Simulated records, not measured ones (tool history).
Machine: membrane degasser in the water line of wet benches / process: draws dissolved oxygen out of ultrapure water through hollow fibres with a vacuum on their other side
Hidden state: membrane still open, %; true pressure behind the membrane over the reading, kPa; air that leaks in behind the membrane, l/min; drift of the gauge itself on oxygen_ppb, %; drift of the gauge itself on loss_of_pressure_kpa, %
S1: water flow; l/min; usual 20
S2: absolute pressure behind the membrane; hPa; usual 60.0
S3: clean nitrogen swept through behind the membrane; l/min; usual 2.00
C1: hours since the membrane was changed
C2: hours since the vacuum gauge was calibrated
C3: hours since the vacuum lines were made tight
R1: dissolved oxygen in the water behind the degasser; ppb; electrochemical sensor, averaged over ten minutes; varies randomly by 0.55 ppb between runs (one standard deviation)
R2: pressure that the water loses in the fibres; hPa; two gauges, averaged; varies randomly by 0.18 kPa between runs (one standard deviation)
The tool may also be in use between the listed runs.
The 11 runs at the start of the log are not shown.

run	hour	S1	S2	S3	C1	C2	C3	R1	R2
12	1887.6	13	90.0	2.00	3719	2429	9875	95.0	216.7
# hour 1905.2: vacuum gauge calibrated
13	2039.9	20	52.0	2.00	3871	135	10027	57.0	332.9
14	2178.3	20	52.0	2.00	4009	273	10166	55.2	333.7
15	2408.5	14	52.0	2.00	4240	503	10396	38.3	234.1
16	2608.2	21	52.0	2.00	4439	703	10595	59.3	348.3
17	2736.4	21	52.0	2.00	4567	831	10724	59.5	348.7
18	2908.7	19	52.0	2.00	4740	1004	10896	53.0	320.3
# hour 2992.3: vacuum gauge calibrated, once more
19	3137.0	19	52.0	2.00	4968	145	11124	46.8	316.0
20	3261.2	26	134.0	1.62	5092	269	11248	372.6	436.4
21	3508.3	15	76.8	2.00	5339	516	11495	81.9	248.7
22	3672.3	15	76.8	2.00	5503	680	11659	82.3	252.1
23	3806.8	16	76.8	2.39	5637	815	11794	75.2	266.2
24	3975.8	13	44.9	2.00	5806	984	11963	21.2	219.4
25	4180.5	13	44.9	2.00	6011	1188	12167	21.9	216.7
26	4352.0	13	44.9	2.00	6183	1360	12339	21.9	219.6
27	4585.5	27	46.6	4.25	6416	1593	12572	39.0	452.8
28	4829.0	21	46.6	4.25	6660	1837	12816	22.6	356.0
29	4935.5	21	46.6	4.25	6766	1943	12922	22.8	357.9
30	5086.1	13	46.6	2.60	6917	2094	13073	19.7	218.9
31	5329.7	20	60.0	2.20	7160	2337	13316	66.5	337.0

4 options for the next run, each taken on its own from the tool as it stands now. Forecast them:
A	5490.9	20	60.0	1.52	7322	2499	13478	?	?
B	5490.9	13	67.4	3.87	7322	2499	13478	?	?
C	5490.9	27	60.0	2.20	7322	2499	13478	?	?
D	5490.9	20	47.9	2.00	7322	2499	13478	?	?

run	R1	R2
A	92.6	340.4
B	31.6	223.4
C	99.1	460.6
D	43.7	339.6
What these runs would have given with no unlogged condition in the tool:
run	R1	R2
A	86.7	324.7
B	29.7	213.2
C	90.5	439.4
D	39.2	323.9
